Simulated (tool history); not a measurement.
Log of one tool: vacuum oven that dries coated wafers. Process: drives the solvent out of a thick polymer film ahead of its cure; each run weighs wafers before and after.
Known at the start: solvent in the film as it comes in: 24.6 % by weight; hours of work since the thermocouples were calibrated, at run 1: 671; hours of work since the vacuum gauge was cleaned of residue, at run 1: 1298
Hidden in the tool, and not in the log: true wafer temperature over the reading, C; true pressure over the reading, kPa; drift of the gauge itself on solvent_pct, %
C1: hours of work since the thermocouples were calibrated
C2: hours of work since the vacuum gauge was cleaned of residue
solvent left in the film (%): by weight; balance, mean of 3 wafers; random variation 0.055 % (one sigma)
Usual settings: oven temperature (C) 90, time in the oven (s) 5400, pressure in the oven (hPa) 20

run 1 hour=0 | oven_temperature_(C)=90 time_in_the_oven_(s)=5400 pressure_in_the_oven_(hPa)=20 | C1=671 C2=1298 | solvent_left_in_the_film_(%)=2.41
run 2 hour=88.2 | oven_temperature_(C)=90 time_in_the_oven_(s)=5400 pressure_in_the_oven_(hPa)=20 | C1=732 C2=1359 | solvent_left_in_the_film_(%)=2.29
run 3 hour=207.9 | oven_temperature_(C)=90 time_in_the_oven_(s)=5400 pressure_in_the_oven_(hPa)=22.6 | C1=814 C2=1441 | solvent_left_in_the_film_(%)=2.54
run 4 hour=303.2 | oven_temperature_(C)=90 time_in_the_oven_(s)=5400 pressure_in_the_oven_(hPa)=20 | C1=880 C2=1507 | solvent_left_in_the_film_(%)=2.3
run 5 hour=401.7 | oven_temperature_(C)=90 time_in_the_oven_(s)=5400 pressure_in_the_oven_(hPa)=20 | C1=948 C2=1575 | solvent_left_in_the_film_(%)=2.26
-- hour=520.1 vacuum gauge cleaned of residue and calibrated
run 6 hour=520.1 | oven_temperature_(C)=90 time_in_the_oven_(s)=5400 pressure_in_the_oven_(hPa)=20 | C1=1029 C2=0 | solvent_left_in_the_film_(%)=2.25
run 7 hour=605.1 | oven_temperature_(C)=90 time_in_the_oven_(s)=5400 pressure_in_the_oven_(hPa)=20 | C1=1087 C2=59 | solvent_left_in_the_film_(%)=2.34
run 8 hour=710.5 | oven_temperature_(C)=90 time_in_the_oven_(s)=5400 pressure_in_the_oven_(hPa)=20 | C1=1160 C2=131 | solvent_left_in_the_film_(%)=2.26
run 9 hour=820 | oven_temperature_(C)=90 time_in_the_oven_(s)=5400 pressure_in_the_oven_(hPa)=20 | C1=1235 C2=207 | solvent_left_in_the_film_(%)=2.34
run 10 hour=882.8 | oven_temperature_(C)=90 time_in_the_oven_(s)=5400 pressure_in_the_oven_(hPa)=15.7 | C1=1279 C2=250 | solvent_left_in_the_film_(%)=1.87
-- hour=930.7 oven's thermocouples calibrated
run 11 hour=977.6 | oven_temperature_(C)=90 time_in_the_oven_(s)=5400 pressure_in_the_oven_(hPa)=20 | C1=32 C2=314 | solvent_left_in_the_film_(%)=2.18
run 12 hour=1038 | oven_temperature_(C)=91 time_in_the_oven_(s)=5400 pressure_in_the_oven_(hPa)=32.4 | C1=74 C2=356 | solvent_left_in_the_film_(%)=3.15
run 13 hour=1150.7 | oven_temperature_(C)=79 time_in_the_oven_(s)=5400 pressure_in_the_oven_(hPa)=54.3 | C1=152 C2=433 | solvent_left_in_the_film_(%)=8.68
run 14 hour=1220.8 | oven_temperature_(C)=79 time_in_the_oven_(s)=5400 pressure_in_the_oven_(hPa)=54.3 | C1=200 C2=482 | solvent_left_in_the_film_(%)=8.57
run 15 hour=1330.4 | oven_temperature_(C)=90 time_in_the_oven_(s)=5400 pressure_in_the_oven_(hPa)=26.3 | C1=276 C2=557 | solvent_left_in_the_film_(%)=2.78
run 16 hour=1441.8 | oven_temperature_(C)=104 time_in_the_oven_(s)=2940 pressure_in_the_oven_(hPa)=48.1 | C1=352 C2=634 | solvent_left_in_the_film_(%)=3.24
run 17 hour=1510.3 | oven_temperature_(C)=104 time_in_the_oven_(s)=2940 pressure_in_the_oven_(hPa)=48.1 | C1=399 C2=681 | solvent_left_in_the_film_(%)=3.23
run 18 hour=1615.1 | oven_temperature_(C)=104 time_in_the_oven_(s)=2940 pressure_in_the_oven_(hPa)=48.1 | C1=472 C2=753 | solvent_left_in_the_film_(%)=3.2
run 19 hour=1677.3 | oven_temperature_(C)=103 time_in_the_oven_(s)=6780 pressure_in_the_oven_(hPa)=17.4 | C1=515 C2=796 | solvent_left_in_the_film_(%)=0.94
run 20 hour=1745.3 | oven_temperature_(C)=84 time_in_the_oven_(s)=6780 pressure_in_the_oven_(hPa)=11.9 | C1=562 C2=843 | solvent_left_in_the_film_(%)=1.92
run 21 hour=1832.6 | oven_temperature_(C)=76 time_in_the_oven_(s)=3000 pressure_in_the_oven_(hPa)=62.2 | C1=622 C2=903 | solvent_left_in_the_film_(%)=13.29
run 22 hour=1932.9 | oven_temperature_(C)=90 time_in_the_oven_(s)=5400 pressure_in_the_oven_(hPa)=18.2 | C1=691 C2=972 | solvent_left_in_the_film_(%)=2.15

5 ways to go on from here, each from the tool as it stands after run 22. What would each give?
run A hour=2022.4 | oven_temperature_(C)=79 time_in_the_oven_(s)=7320 pressure_in_the_oven_(hPa)=44.4 | C1=753 C2=1034 | solvent_left_in_the_film_(%)=?
run B hour=2022.4 | oven_temperature_(C)=89 time_in_the_oven_(s)=5400 pressure_in_the_oven_(hPa)=62.6 | C1=753 C2=1034 | solvent_left_in_the_film_(%)=?
run C hour=2022.4 | oven_temperature_(C)=90 time_in_the_oven_(s)=5400 pressure_in_the_oven_(hPa)=73.1 | C1=753 C2=1034 | solvent_left_in_the_film_(%)=?
run D hour=2022.4 | oven_temperature_(C)=97 time_in_the_oven_(s)=4440 pressure_in_the_oven_(hPa)=20 | C1=753 C2=1034 | solvent_left_in_the_film_(%)=?
run E hour=2022.4 | oven_temperature_(C)=81 time_in_the_oven_(s)=4320 pressure_in_the_oven_(hPa)=51.5 | C1=753 C2=1034 | solvent_left_in_the_film_(%)=?

run=A solvent_left_in_the_film_(%)=6.5
run=B solvent_left_in_the_film_(%)=6.14
run=C solvent_left_in_the_film_(%)=6.52
run=D solvent_left_in_the_film_(%)=1.77
run=E solvent_left_in_the_film_(%)=8.27
Without the tool's hidden state the same runs would have given:
run=A solvent_left_in_the_film_(%)=6.47
run=B solvent_left_in_the_film_(%)=6.11
run=C solvent_left_in_the_film_(%)=6.49
run=D solvent_left_in_the_film_(%)=1.75
run=E solvent_left_in_the_film_(%)=8.24

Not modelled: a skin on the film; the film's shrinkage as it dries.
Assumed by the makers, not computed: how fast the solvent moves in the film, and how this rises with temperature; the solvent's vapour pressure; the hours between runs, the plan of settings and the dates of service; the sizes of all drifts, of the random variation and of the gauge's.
